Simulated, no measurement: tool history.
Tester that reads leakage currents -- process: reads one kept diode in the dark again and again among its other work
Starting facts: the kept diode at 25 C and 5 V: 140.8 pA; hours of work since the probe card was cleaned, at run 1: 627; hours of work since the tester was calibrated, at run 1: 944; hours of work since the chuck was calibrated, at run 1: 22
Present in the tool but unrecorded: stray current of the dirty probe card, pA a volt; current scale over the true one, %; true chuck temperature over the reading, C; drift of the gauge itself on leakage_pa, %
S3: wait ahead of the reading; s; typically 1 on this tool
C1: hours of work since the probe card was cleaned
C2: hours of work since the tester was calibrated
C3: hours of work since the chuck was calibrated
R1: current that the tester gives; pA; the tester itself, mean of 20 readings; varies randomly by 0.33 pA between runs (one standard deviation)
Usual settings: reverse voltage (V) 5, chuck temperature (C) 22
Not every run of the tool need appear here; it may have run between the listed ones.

{"run": 1, "day": 0.0, "reverse voltage (V)": 5, "chuck temperature (C)": 22, "S3": 1, "C1": 627, "C2": 944, "C3": 22, "R1": 111.22}
{"run": 2, "day": 3.525, "reverse voltage (V)": 5, "chuck temperature (C)": 22, "S3": 1, "C1": 679, "C2": 995, "C3": 74, "R1": 112.03}
{"run": 3, "day": 8.088, "reverse voltage (V)": 5, "chuck temperature (C)": 22, "S3": 1, "C1": 745, "C2": 1062, "C3": 140, "R1": 112.8}
{"run": 4, "day": 12.067, "reverse voltage (V)": 8.93, "chuck temperature (C)": 22, "S3": 1, "C1": 803, "C2": 1120, "C3": 198, "R1": 151.81}
{"run": 5, "day": 17.004, "reverse voltage (V)": 5, "chuck temperature (C)": 22, "S3": 1, "C1": 875, "C2": 1191, "C3": 270, "R1": 115.06}
{"run": 6, "day": 20.875, "reverse voltage (V)": 5, "chuck temperature (C)": 22, "S3": 1, "C1": 931, "C2": 1248, "C3": 326, "R1": 116.43}
{"run": 7, "day": 26.154, "reverse voltage (V)": 5, "chuck temperature (C)": 22, "S3": 1, "C1": 1008, "C2": 1325, "C3": 403, "R1": 117.07}
{"run": 8, "day": 32.658, "reverse voltage (V)": 10.76, "chuck temperature (C)": 22, "S3": 1, "C1": 1102, "C2": 1419, "C3": 497, "R1": 173.41}
{"run": 9, "day": 37.392, "reverse voltage (V)": 10.76, "chuck temperature (C)": 22, "S3": 1, "C1": 1171, "C2": 1488, "C3": 566, "R1": 174.33}
{"run": 10, "day": 42.779, "reverse voltage (V)": 10.76, "chuck temperature (C)": 23, "S3": 1, "C1": 1250, "C2": 1566, "C3": 644, "R1": 191.4}
{"run": 11, "day": 47.404, "reverse voltage (V)": 10.76, "chuck temperature (C)": 23, "S3": 1, "C1": 1317, "C2": 1634, "C3": 712, "R1": 194.24}
{"run": 12, "day": 52.833, "reverse voltage (V)": 10.76, "chuck temperature (C)": 23, "S3": 1, "C1": 1396, "C2": 1713, "C3": 791, "R1": 196.43}
{"run": 13, "day": 56.479, "reverse voltage (V)": 10.76, "chuck temperature (C)": 23, "S3": 1, "C1": 1449, "C2": 1766, "C3": 844, "R1": 198.05}
{"run": 14, "day": 62.675, "reverse voltage (V)": 10.76, "chuck temperature (C)": 23, "S3": 1, "C1": 1539, "C2": 1856, "C3": 934, "R1": 201.28}
{"run": 15, "day": 68.183, "reverse voltage (V)": 10.76, "chuck temperature (C)": 23, "S3": 1, "C1": 1619, "C2": 1936, "C3": 1014, "R1": 203.56}
{"run": 16, "day": 72.262, "reverse voltage (V)": 15.56, "chuck temperature (C)": 22, "S3": 1, "C1": 1678, "C2": 1995, "C3": 1073, "R1": 224.78}
{"run": 17, "day": 78.175, "reverse voltage (V)": 15.56, "chuck temperature (C)": 22, "S3": 1, "C1": 1764, "C2": 2081, "C3": 1159, "R1": 228.06}
{"day": 78.746, "done": "tester calibrated"}
{"run": 18, "day": 82.625, "reverse voltage (V)": 2.14, "chuck temperature (C)": 26, "S3": 1, "C1": 1828, "C2": 56, "C3": 1223, "R1": 123.63}
{"run": 19, "day": 89.371, "reverse voltage (V)": 2.14, "chuck temperature (C)": 26, "S3": 1, "C1": 1926, "C2": 155, "C3": 1321, "R1": 126.11}
{"run": 20, "day": 92.346, "reverse voltage (V)": 1.48, "chuck temperature (C)": 51, "S3": 0.93, "C1": 1969, "C2": 198, "C3": 1364, "R1": 748.9}
{"run": 21, "day": 99.229, "reverse voltage (V)": 2.47, "chuck temperature (C)": 34, "S3": 1, "C1": 2069, "C2": 298, "C3": 1464, "R1": 266.46}
{"day": 100.492, "done": "chuck's temperature calibrated"}
{"run": 22, "day": 103.871, "reverse voltage (V)": 2.47, "chuck temperature (C)": 34, "S3": 1, "C1": 2136, "C2": 364, "C3": 49, "R1": 221.37}
{"day": 104.479, "done": "tester calibrated, once more"}
{"run": 23, "day": 107.325, "reverse voltage (V)": 2.47, "chuck temperature (C)": 39, "S3": 1, "C1": 2185, "C2": 41, "C3": 98, "R1": 327.27}
{"run": 24, "day": 110.55, "reverse voltage (V)": 1.45, "chuck temperature (C)": 44, "S3": 1.05, "C1": 2232, "C2": 88, "C3": 145, "R1": 375.75}
{"run": 25, "day": 117.9, "reverse voltage (V)": 4.4, "chuck temperature (C)": 44, "S3": 1.05, "C1": 2338, "C2": 195, "C3": 252, "R1": 648.51}
{"run": 26, "day": 124.667, "reverse voltage (V)": 10.36, "chuck temperature (C)": 29, "S3": 0.38, "C1": 2437, "C2": 294, "C3": 350, "R1": 301.61}

Measured minus without-hidden-state, run by run (identical run-to-run variation in each term; gauge scatter may differ):
run=1 R1=+2.2
run=2 R1=+3.08
run=3 R1=+4.17
run=4 R1=+6.96
run=5 R1=+6.33
run=6 R1=+7.31
run=7 R1=+8.62
run=8 R1=+15.44
run=9 R1=+16.98
run=10 R1=+20.44
run=11 R1=+22.41
run=12 R1=+24.69
run=13 R1=+26.22
run=14 R1=+28.96
run=15 R1=+31.3
run=16 R1=+36.97
run=17 R1=+39.76
run=18 R1=+21.39
run=19 R1=+23.26
run=20 R1=+122.5
run=21 R1=+50.79
run=22 R1=+6.88
run=23 R1=+6.32
run=24 R1=+8.87
run=25 R1=+23.95
run=26 R1=+18.36
